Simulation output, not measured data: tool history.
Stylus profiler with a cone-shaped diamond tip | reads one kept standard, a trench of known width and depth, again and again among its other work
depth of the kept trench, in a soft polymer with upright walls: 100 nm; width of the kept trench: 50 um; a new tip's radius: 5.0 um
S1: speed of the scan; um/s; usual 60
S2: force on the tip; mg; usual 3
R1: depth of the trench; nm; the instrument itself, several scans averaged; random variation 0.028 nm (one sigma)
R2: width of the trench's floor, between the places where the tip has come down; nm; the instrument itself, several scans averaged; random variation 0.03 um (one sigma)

Run 1, hour 0: usual settings. Result: R1 101.63 nm, R2 47770 nm.
Run 2, hour 10.5: usual settings but S2 2.06 mg. Result: R1 101.23 nm, R2 47730 nm.
Run 3, hour 20.5: usual settings but S2 2.06 mg. Result: R1 101.24 nm, R2 47760 nm.
Run 4, hour 36.4: usual settings but S2 1.71 mg. Result: R1 101.06 nm, R2 47760 nm.
Run 5, hour 47.5: usual settings but S2 1.71 mg. Result: R1 101.05 nm, R2 47750 nm.
Run 6, hour 58.6: usual settings but S1 232 um/s. Result: R1 101.52 nm, R2 47330 nm.
Run 7, hour 73.9: usual settings but S1 232 um/s. Result: R1 101.52 nm, R2 47350 nm.
Run 8, hour 90.4: usual settings but S1 44 um/s. Result: R1 101.52 nm, R2 47850 nm.
Run 9, hour 103.9: usual settings but S2 7.55 mg. Result: R1 102.94 nm, R2 47890 nm.
Run 10, hour 121: usual settings but S2 7.55 mg. Result: R1 102.95 nm, R2 47800 nm.
Run 11, hour 135.9: usual settings but S1 18 um/s, S2 7.55 mg. Result: R1 102.9 nm, R2 47910 nm.
Run 12, hour 150: usual settings but S1 29 um/s. Result: R1 101.54 nm, R2 47810 nm.
Run 13, hour 165: usual settings but S1 29 um/s. Result: R1 101.59 nm, R2 47860 nm.
Run 14, hour 182.3: usual settings but S1 29 um/s. Result: R1 101.52 nm, R2 47860 nm.
Run 15, hour 199.7: usual settings but S1 32 um/s. Result: R1 101.51 nm, R2 47850 nm.
Run 16, hour 209.2: usual settings but S2 7.39 mg. Result: R1 102.82 nm, R2 47850 nm.
Run 17, hour 216.3: usual settings but S1 25 um/s, S2 8.55 mg. Result: R1 103.19 nm, R2 47870 nm.
Run 18, hour 224.3: usual settings but S1 91 um/s, S2 8.6 mg. Result: R1 103.17 nm, R2 47750 nm.
Run 19, hour 241.8: usual settings but S1 91 um/s, S2 8.6 mg. Result: R1 103.15 nm, R2 47770 nm.
Run 20, hour 252.3: usual settings but S1 16 um/s, S2 1.81 mg. Result: R1 101 nm, R2 47830 nm.
Run 21, hour 264.6: usual settings but S1 206 um/s, S2 1.35 mg. Result: R1 100.82 nm, R2 47050 nm.
Run 22, hour 277.1: usual settings but S1 217 um/s, S2 1.18 mg. Result: R1 100.8 nm, R2 46960 nm.
Run 23, hour 290.2: usual settings but S1 52 um/s, S2 8.95 mg. Result: R1 103.26 nm, R2 47820 nm.
Run 24, hour 303.2: usual settings but S1 140 um/s, S2 1.12 mg. Result: R1 100.73 nm, R2 47210 nm.

Forecast run 25:
Run 25, hour 320.2: usual settings but S1 19 um/s, S2 3.69 mg. Result: R1 ?, R2 ?.

R1: 101.8 nm
R2: 47850 nm
Without the tool's hidden state the same run would have given R1 101.9 nm, R2 47960 nm.

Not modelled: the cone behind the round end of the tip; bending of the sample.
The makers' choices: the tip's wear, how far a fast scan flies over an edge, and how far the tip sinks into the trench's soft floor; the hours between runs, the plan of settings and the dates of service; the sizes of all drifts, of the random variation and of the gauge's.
